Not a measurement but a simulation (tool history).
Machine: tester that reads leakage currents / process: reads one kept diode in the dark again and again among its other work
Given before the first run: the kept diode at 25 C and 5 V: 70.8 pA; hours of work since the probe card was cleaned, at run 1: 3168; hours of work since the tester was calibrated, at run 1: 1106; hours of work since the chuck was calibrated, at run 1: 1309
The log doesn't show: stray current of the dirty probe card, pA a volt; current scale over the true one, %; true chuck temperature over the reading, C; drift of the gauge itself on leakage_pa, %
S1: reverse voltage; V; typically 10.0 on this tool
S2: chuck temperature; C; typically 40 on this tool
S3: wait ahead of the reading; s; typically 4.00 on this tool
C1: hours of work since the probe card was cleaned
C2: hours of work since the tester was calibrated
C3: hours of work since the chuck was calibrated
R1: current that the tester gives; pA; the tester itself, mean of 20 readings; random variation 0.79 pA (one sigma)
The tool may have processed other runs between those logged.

{"run": 1, "hour": 0.0, "S1": 10.0, "S2": 40, "S3": 4.0, "C1": 3168, "C2": 1106, "C3": 1309, "R1": 240.53}
{"run": 2, "hour": 33.2, "S1": 10.0, "S2": 40, "S3": 4.0, "C1": 3194, "C2": 1131, "C3": 1334, "R1": 239.84}
{"hour": 68.2, "done": "chuck's temperature calibrated"}
{"run": 3, "hour": 68.7, "S1": 10.0, "S2": 27, "S3": 4.0, "C1": 3219, "C2": 1156, "C3": 0, "R1": 121.6}
{"run": 4, "hour": 107.6, "S1": 10.0, "S2": 27, "S3": 4.0, "C1": 3248, "C2": 1185, "C3": 30, "R1": 121.22}
{"run": 5, "hour": 146.6, "S1": 10.0, "S2": 27, "S3": 4.0, "C1": 3277, "C2": 1215, "C3": 59, "R1": 120.44}
{"run": 6, "hour": 169.0, "S1": 10.0, "S2": 27, "S3": 4.0, "C1": 3294, "C2": 1231, "C3": 76, "R1": 121.59}
{"run": 7, "hour": 210.5, "S1": 10.0, "S2": 40, "S3": 4.0, "C1": 3326, "C2": 1263, "C3": 107, "R1": 272.54}
{"run": 8, "hour": 253.7, "S1": 10.0, "S2": 40, "S3": 4.0, "C1": 3358, "C2": 1295, "C3": 140, "R1": 273.26}
{"run": 9, "hour": 283.0, "S1": 10.0, "S2": 40, "S3": 4.0, "C1": 3380, "C2": 1317, "C3": 162, "R1": 271.1}
{"run": 10, "hour": 309.0, "S1": 10.0, "S2": 40, "S3": 4.0, "C1": 3400, "C2": 1337, "C3": 181, "R1": 272.75}
{"run": 11, "hour": 334.7, "S1": 10.0, "S2": 40, "S3": 4.0, "C1": 3419, "C2": 1356, "C3": 201, "R1": 270.57}
{"run": 12, "hour": 376.3, "S1": 10.0, "S2": 25, "S3": 4.0, "C1": 3451, "C2": 1388, "C3": 232, "R1": 105.23}
{"run": 13, "hour": 402.2, "S1": 10.0, "S2": 40, "S3": 4.0, "C1": 3470, "C2": 1407, "C3": 252, "R1": 270.43}
{"run": 14, "hour": 433.4, "S1": 10.0, "S2": 25, "S3": 1.18, "C1": 3494, "C2": 1431, "C3": 275, "R1": 106.83}
{"run": 15, "hour": 471.3, "S1": 4.4, "S2": 44, "S3": 1.18, "C1": 3522, "C2": 1459, "C3": 304, "R1": 247.49}
{"run": 16, "hour": 514.1, "S1": 14.8, "S2": 44, "S3": 8.17, "C1": 3554, "C2": 1492, "C3": 336, "R1": 402.88}
{"run": 17, "hour": 534.9, "S1": 14.8, "S2": 44, "S3": 8.17, "C1": 3570, "C2": 1507, "C3": 352, "R1": 401.96}
{"run": 18, "hour": 559.4, "S1": 14.8, "S2": 40, "S3": 9.17, "C1": 3589, "C2": 1526, "C3": 370, "R1": 314.05}
{"run": 19, "hour": 607.2, "S1": 6.5, "S2": 40, "S3": 0.46, "C1": 3625, "C2": 1562, "C3": 406, "R1": 222.82}
{"hour": 613.3, "done": "probe card cleaned and baked"}
{"run": 20, "hour": 631.2, "S1": 3.4, "S2": 42, "S3": 6.65, "C1": 13, "C2": 1578, "C3": 422, "R1": 189.52}
{"run": 21, "hour": 659.4, "S1": 4.5, "S2": 57, "S3": 0.98, "C1": 35, "C2": 1599, "C3": 443, "R1": 539.53}
{"run": 22, "hour": 693.9, "S1": 7.8, "S2": 40, "S3": 2.15, "C1": 61, "C2": 1625, "C3": 469, "R1": 224.17}
{"run": 23, "hour": 739.3, "S1": 2.2, "S2": 40, "S3": 1.78, "C1": 95, "C2": 1659, "C3": 504, "R1": 138.92}
{"run": 24, "hour": 774.1, "S1": 8.4, "S2": 22, "S3": 0.6, "C1": 121, "C2": 1685, "C3": 530, "R1": 65.75}
{"run": 25, "hour": 817.1, "S1": 8.4, "S2": 22, "S3": 0.6, "C1": 154, "C2": 1718, "C3": 562, "R1": 65.55}
{"run": 26, "hour": 857.7, "S1": 1.6, "S2": 40, "S3": 4.0, "C1": 184, "C2": 1748, "C3": 593, "R1": 121.93}

Branching from run 26: 5 alternative next runs. What would each branch give?
{"run": "A", "hour": 890.4, "S1": 3.9, "S2": 40, "S3": 1.75, "C1": 209, "C2": 1773, "C3": 617, "R1": "?"}
{"run": "B", "hour": 890.4, "S1": 10.0, "S2": 40, "S3": 0.52, "C1": 209, "C2": 1773, "C3": 617, "R1": "?"}
{"run": "C", "hour": 890.4, "S1": 17.7, "S2": 40, "S3": 4.0, "C1": 209, "C2": 1773, "C3": 617, "R1": "?"}
{"run": "D", "hour": 890.4, "S1": 1.4, "S2": 29, "S3": 4.0, "C1": 209, "C2": 1773, "C3": 617, "R1": "?"}
{"run": "E", "hour": 890.4, "S1": 13.9, "S2": 41, "S3": 7.7, "C1": 209, "C2": 1773, "C3": 617, "R1": "?"}

run=A R1=170.27
run=B R1=243.94
run=C R1=299.97
run=D R1=54.13
run=E R1=292.34
With the hidden condition removed and each run's random variation left untouched, the same runs would have given:
run=A R1=184.41
run=B R1=263.53
run=C R1=323.59
run=D R1=58.95
run=E R1=315.62
